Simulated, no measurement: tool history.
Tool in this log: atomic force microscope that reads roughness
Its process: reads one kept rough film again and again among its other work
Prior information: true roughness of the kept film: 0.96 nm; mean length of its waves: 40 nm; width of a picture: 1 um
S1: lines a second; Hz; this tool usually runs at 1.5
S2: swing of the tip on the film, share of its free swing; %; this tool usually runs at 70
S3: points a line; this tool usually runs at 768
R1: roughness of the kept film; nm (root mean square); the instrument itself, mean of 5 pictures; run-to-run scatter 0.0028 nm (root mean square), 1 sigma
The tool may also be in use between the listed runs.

run   hour    S1  S2   S3     R1
  1      0   1.5  70  768   0.87
  2     10   1.5  70  768  0.871
  3   20.4   1.5  81  768  0.825
  4   30.9   1.5  81  768  0.825
  5   42.2   1.5  81  768  0.825
  6   46.9   1.5  70  768  0.872
  7     58   1.5  70  768  0.865
  8   67.8   1.5  70  446  0.869
  9   78.1   1.5  55  768   0.91
 10   82.9   1.5  90  768  0.776
 11   92.6   1.5  90  768  0.785
 12   99.4   1.5  90  768   0.78
 13  104.5   1.5  90  768  0.777
 14  115.7   1.5  90  768  0.777
     121.8  -- new tip fitted
 15  127.6   1.5  70  768  0.869
 16    135   1.5  70  768   0.87
 17  143.1   1.5  70  768  0.875
 18  148.4   1.5  70  462   0.86
 19  155.6   1.5  70  768  0.867
 20  160.5   1.5  70  401  0.864
 21  166.8   1.5  70  401  0.869
 22  177.2   1.5  70  401  0.867
 23  184.6   1.5  70  379  0.871
 24  195.9   1.5  70  768  0.872
 25  203.8   1.5  70  768  0.868
 26  214.4   1.5  70  768  0.873
 27    219   1.5  63  370  0.888
 28  228.2  0.56  66  370  0.915
 29  238.6  3.66  82  768  0.694
 30  244.9  3.66  82  768  0.693
 31  250.1   1.6  83  547  0.808
 32  260.5  2.19  56  392  0.892
     267.8  -- new tip fitted
 33  272.1  2.19  56  662  0.899
 34  283.3   1.5  70  788  0.866
 35    288   1.5  63  894   0.89
 36  295.5  0.88  83  763  0.866
 37  303.5  1.14  74  569  0.877
 38  312.7  1.14  74  654   0.87
 39  319.5  1.14  56  627  0.913
 40  329.8  1.14  56  831   0.92
 41  337.4  0.52  83  768  0.888
 42  347.7  0.52  83  768  0.889
 43  354.4  0.52  73  687  0.907
 44    361  0.88  81  591  0.864
 45  370.9  0.72  70  676  0.902
 46  376.1  2.28  65  768   0.86
 47  385.8   1.5  65  375  0.889
 48  393.6  1.92  70  636  0.852
 49  400.4  1.49  78  536  0.842
 50  408.7  1.49  78  536  0.838
     413.5  -- new tip fitted
 51  418.1  1.49  78  536  0.842
 52  427.1  1.15  63  768  0.901

Consider 3 possible next runs. They are alternatives, not a sequence: every one starts from the tool as it was left by run 52. What does each give?
  A  433.2  1.15  69  734   ?
  B  433.2  1.19  83  475   ?
  C  433.2  2.94  58  298   ?

run     R1
  A  0.886
  B  0.839
  C  0.874
Without the tool's hidden state the same runs would have given:
run     R1
  A  0.887
  B   0.84
  C  0.874

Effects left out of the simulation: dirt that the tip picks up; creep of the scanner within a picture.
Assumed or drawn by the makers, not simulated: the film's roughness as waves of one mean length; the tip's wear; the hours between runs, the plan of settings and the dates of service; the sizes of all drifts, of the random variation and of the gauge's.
